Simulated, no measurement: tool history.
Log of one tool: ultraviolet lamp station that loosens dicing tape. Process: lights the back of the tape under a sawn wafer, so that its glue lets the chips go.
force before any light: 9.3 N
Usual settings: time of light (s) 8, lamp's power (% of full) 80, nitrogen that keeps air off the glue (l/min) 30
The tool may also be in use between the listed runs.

| run | hour | time of light (s) | lamp's power (% of full) | nitrogen that keeps air off the glue (l/min) | force that peels the tape off (N) | light that reached the tape (mJ/cm2) |
|---|---|---|---|---|---|---|
| 1 | 0 | 8 | 80 | 30 | 0.902 | 471 |
| 2 | 16.6 | 6 | 80 | 30 | 1.573 | 350 |
| 3 | 29.3 | 8 | 80 | 30 | 0.936 | 476 |
| 4 | 39.9 | 8 | 80 | 30 | 0.916 | 472 |
| 5 | 55.4 | 8 | 80 | 30 | 0.942 | 471 |
| 6 | 62.6 | 8 | 80 | 30 | 0.961 | 469 |
| 7 | 73.3 | 8 | 80 | 30 | 0.94 | 461 |
| 8 | 83.3 | 5 | 80 | 30 | 2.138 | 292 |
| 9 | 97.6 | 5 | 80 | 30 | 2.166 | 293 |
| 10 | 106.7 | 8 | 93 | 30 | 0.65 | 534 |
| 11 | 115.5 | 8 | 80 | 56 | 0.672 | 460 |
| 12 | 130 | 8 | 80 | 30 | 0.971 | 460 |
| 13 | 140.9 | 8 | 80 | 30 | 0.934 | 461 |
| 14 | 149.7 | 8 | 80 | 30 | 0.984 | 454 |
| 15 | 163.1 | 8 | 80 | 30 | 0.99 | 458 |
| 16 | 172.7 | 8 | 80 | 30 | 0.96 | 458 |
| 17 | 186.2 | 8 | 80 | 30 | 0.985 | 456 |
| 18 | 198.5 | 8 | 80 | 33 | 0.986 | 454 |
| 19 | 206.1 | 5 | 62 | 21 | 3.489 | 217 |
| 20 | 213.4 | 5 | 62 | 21 | 3.484 | 218 |
| 21 | 223.6 | 11 | 62 | 21 | 1.053 | 487 |
| 22 | 234.5 | 6 | 80 | 35 | 1.629 | 336 |
| 23 | 249.3 | 6 | 80 | 35 | 1.55 | 337 |
| 24 | 260.5 | 6 | 80 | 55 | 1.319 | 336 |
| 25 | 273.7 | 6 | 80 | 55 | 1.398 | 336 |
| 26 | 287.5 | 13 | 66 | 24 | 0.632 | 594 |
| 27 | 304.4 | 13 | 66 | 24 | 0.621 | 587 |
| 28 | 316.9 | 7 | 66 | 30 | 1.935 | 319 |
| 29 | 326.9 | 8 | 80 | 20 | 1.302 | 439 |
| 30 | 335.8 | 8 | 80 | 20 | 1.325 | 434 |
| 31 | 350.4 | 10 | 85 | 41 | 0.463 | 576 |
| 32 | 366.6 | 6 | 84 | 59 | 1.264 | 343 |
| 33 | 378.6 | 6 | 84 | 59 | 1.23 | 341 |

3 ways to go on from here, each from the tool as it stands after run 33. What would each give?
| A | 394.7 | 6 | 81 | 59 | ? | ? |
| B | 394.7 | 10 | 93 | 59 | ? | ? |
| C | 394.7 | 13 | 84 | 39 | ? | ? |

| run | force that peels the tape off (N) | light that reached the tape (mJ/cm2) |
|---|---|---|
| A | 1.392 | 329 |
| B | 0.313 | 625 |
| C | 0.26 | 735 |
Without the tool's hidden state the same runs would have given:
| run | force that peels the tape off (N) | light that reached the tape (mJ/cm2) |
|---|---|---|
| A | 0.922 | 404 |
| B | 0.191 | 769 |
| C | 0.165 | 903 |
